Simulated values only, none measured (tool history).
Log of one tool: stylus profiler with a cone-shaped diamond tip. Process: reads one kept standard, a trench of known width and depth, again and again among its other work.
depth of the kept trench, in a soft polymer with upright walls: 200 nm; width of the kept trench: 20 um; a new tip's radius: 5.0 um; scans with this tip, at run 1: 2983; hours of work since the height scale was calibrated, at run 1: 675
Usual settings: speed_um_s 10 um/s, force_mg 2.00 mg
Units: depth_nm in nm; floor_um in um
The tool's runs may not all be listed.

| run | day | speed_um_s | force_mg | scans with this tip | hours of work since the height scale was calibrated | depth_nm | floor_um |
|---|---|---|---|---|---|---|---|
| 1 | 0.000 | 10 | 2.00 | 2983 | 675 | 202.06 | 17.15 |
| 2 | 1.833 | 10 | 2.00 | 3124 | 707 | 201.96 | 17.12 |
| 3 | 3.267 | 10 | 2.00 | 3235 | 732 | 202.14 | 17.18 |
| 4 | 5.279 | 34 | 2.00 | 3390 | 767 | 202.09 | 17.06 |
| 5 | 7.767 | 34 | 2.00 | 3582 | 810 | 202.14 | 17.09 |
| 6 | 9.538 | 10 | 2.00 | 3718 | 841 | 202.15 | 17.12 |
| 7 | 11.800 | 16 | 0.83 | 3893 | 880 | 201.10 | 17.11 |
| 8 | 13.342 | 16 | 0.83 | 4012 | 907 | 201.40 | 17.13 |
| 9 | 15.758 | 2 | 1.39 | 4198 | 949 | 201.78 | 17.17 |
| 10 | 17.054 | 2 | 1.39 | 4298 | 972 | 201.73 | 17.22 |
| 11 | 19.158 | 15 | 1.31 | 4460 | 1009 | 201.59 | 17.11 |
| 12 | 20.612 | 15 | 1.31 | 4572 | 1034 | 201.81 | 17.10 |

Forecast each of these 3 alternatives for the next run:
| A | 21.842 | 9 | 2.30 | 4667 | 1055 | ? | ? |
| B | 21.842 | 3 | 0.90 | 4667 | 1055 | ? | ? |
| C | 21.842 | 31 | 3.51 | 4667 | 1055 | ? | ? |

| run | depth_nm | floor_um |
|---|---|---|
| A | 202.48 | 17.18 |
| B | 201.25 | 17.18 |
| C | 203.25 | 17.09 |
Without the tool's hidden state the same runs would have given:
| run | depth_nm | floor_um |
|---|---|---|
| A | 202.49 | 17.18 |
| B | 201.26 | 17.18 |
| C | 203.26 | 17.09 |
